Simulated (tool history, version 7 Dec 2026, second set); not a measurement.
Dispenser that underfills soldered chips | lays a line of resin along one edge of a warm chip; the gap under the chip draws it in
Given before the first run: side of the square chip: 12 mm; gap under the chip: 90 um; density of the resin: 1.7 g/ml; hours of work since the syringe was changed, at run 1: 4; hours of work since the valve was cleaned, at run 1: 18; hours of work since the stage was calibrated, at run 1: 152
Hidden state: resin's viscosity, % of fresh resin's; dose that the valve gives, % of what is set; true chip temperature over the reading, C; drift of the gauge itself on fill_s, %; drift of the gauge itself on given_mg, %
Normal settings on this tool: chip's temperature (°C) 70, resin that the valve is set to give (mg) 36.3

run,day,chip's temperature (°C),resin that the valve is set to give (mg),hours of work since the syringe was changed,hours of work since the valve was cleaned,hours of work since the stage was calibrated,time until the resin shows at the far edge (s),resin that the valve gave (mg)
1,0,70,36.3,4,18,152,163.8,35.96
2,0.238,70,36.3,7,22,155,193.5,35.81
# day 0.342: new syringe of resin
3,0.454,70,41.7,2,25,159,150.4,41.1
4,0.658,76,36.3,5,28,162,137.8,35.59
# day 0.892: new syringe of resin
5,0.892,70,39.4,0,32,165,135.8,38.62
6,1.067,70,39.4,3,35,168,158.8,38.47
7,1.367,70,39.4,8,39,173,194.6,38.47
# day 1.438: new syringe of resin
8,1.562,70,39.4,2,42,176,147.6,38.03
9,1.883,70,39.4,7,48,181,189.9,38.09
# day 1.979: new syringe of resin
10,2.142,70,39.4,3,51,185,152,38.08
11,2.388,70,41.7,7,55,189,186.8,40.6
# day 2.525: new syringe of resin
12,2.762,70,41.7,4,61,195,162.8,40.05
# day 3.054: new syringe of resin
13,3.104,70,45.4,1,67,200,145.6,43.31
14,3.358,70,45.4,5,71,204,173.1,43.2
# day 3.592: new syringe of resin
15,3.725,70,45.4,2,76,210,151.3,43.27
# day 4.117: new syringe of resin
16,4.117,70,36.3,0,82,216,138.8,34.3
17,4.446,70,36.3,5,88,221,177.4,34.1
# day 4.662: new syringe of resin
18,4.825,83,36.1,3,94,227,92.4,33.55
19,5.05,63,39.6,6,97,231,242.1,36.85
# day 5.217: new syringe of resin
20,5.258,63,39.6,1,100,234,192.5,36.67
21,5.488,66,43.8,4,104,238,196.9,40.58
22,5.717,82,36.6,8,108,241,122.4,33.93
# day 5.758: new syringe of resin
23,5.925,70,41.3,3,111,245,155.9,38.34
24,6.238,69,36.3,8,116,250,202.5,32.93
# day 6.308: new syringe of resin
25,6.525,70,36.8,3,120,254,159.3,33.85
# day 6.812: dispensing valve cleaned and set on the balance
26,6.833,65,33.3,8,0,258,237.1,32.96
# day 6.879: new syringe of resin
27,7.146,65,33.3,4,5,263,205.5,33.07
28,7.367,77,44.8,8,9,267,146,44.69
# day 7.417: new syringe of resin
29,7.696,77,44.8,5,14,272,123.4,43.9
# day 7.954: new syringe of resin
30,8.071,77,44.8,2,20,277,113.6,43.77
31,8.308,77,44.8,6,23,281,131.2,43.79

Consider 3 possible next runs. They are alternatives, not a sequence: every one starts from the tool as it was left by run 31. What does each give?
# day 8.512: new syringe of resin
A,8.521,76,45.9,0,27,285,?,?
# day 8.512: new syringe of resin
B,8.521,58,33.2,0,27,285,?,?
# day 8.512: new syringe of resin
C,8.521,77,32.9,0,27,285,?,?

run,time until the resin shows at the far edge (s),resin that the valve gave (mg)
A,105.9,44.76
B,238.8,32.46
C,105.1,32.1
With the hidden condition removed and each run's random variation left untouched, the same runs would have given:
run,time until the resin shows at the far edge (s),resin that the valve gave (mg)
A,106.2,45.83
B,239.1,33.23
C,105,32.86
